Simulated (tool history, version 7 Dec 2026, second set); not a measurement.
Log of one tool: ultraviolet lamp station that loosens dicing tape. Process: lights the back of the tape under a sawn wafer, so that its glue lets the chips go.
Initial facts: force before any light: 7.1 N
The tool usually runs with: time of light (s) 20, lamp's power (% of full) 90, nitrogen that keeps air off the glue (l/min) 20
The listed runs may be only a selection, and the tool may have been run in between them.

| run | hour | time of light (s) | lamp's power (% of full) | nitrogen that keeps air off the glue (l/min) | force that peels the tape off (N) | light that reached the tape (mJ/cm2) |
|---|---|---|---|---|---|---|
| 1 | 0 | 20 | 90 | 20 | 0.159 | 460 |
| 2 | 24.3 | 20 | 90 | 20 | 0.169 | 456 |
| 3 | 49.8 | 20 | 90 | 8 | 0.452 | 450 |
| 4 | 74.9 | 20 | 89 | 8 | 0.478 | 448 |
| 5 | 104.5 | 20 | 90 | 20 | 0.172 | 447 |
| 6 | 142.3 | 20 | 90 | 20 | 0.178 | 447 |
| 7 | 195.1 | 20 | 90 | 20 | 0.195 | 439 |
| 8 | 245.4 | 20 | 90 | 20 | 0.19 | 432 |
| 9 | 267.3 | 35 | 90 | 20 | 0.077 | 751 |
|  | 277.5 | window cleaned of glue's vapour |
| 10 | 315.1 | 35 | 90 | 20 | 0.076 | 837 |
| 11 | 356.2 | 35 | 90 | 20 | 0.078 | 840 |
| 12 | 385.6 | 35 | 90 | 20 | 0.077 | 831 |
| 13 | 413.4 | 31 | 66 | 7 | 0.337 | 543 |
| 14 | 438.5 | 20 | 87 | 9 | 0.39 | 451 |

What does the tool deliver on the next run?
| 15 | 486.9 | 23 | 72 | 12 | ? | ? |

{"run 15": {"force that peels the tape off (N)": 0.334, "light that reached the tape (mJ/cm2)": 427}}
Minus the tool's unlogged condition, the same run would have read force that peels the tape off (N) 0.243, light that reached the tape (mJ/cm2) 482.
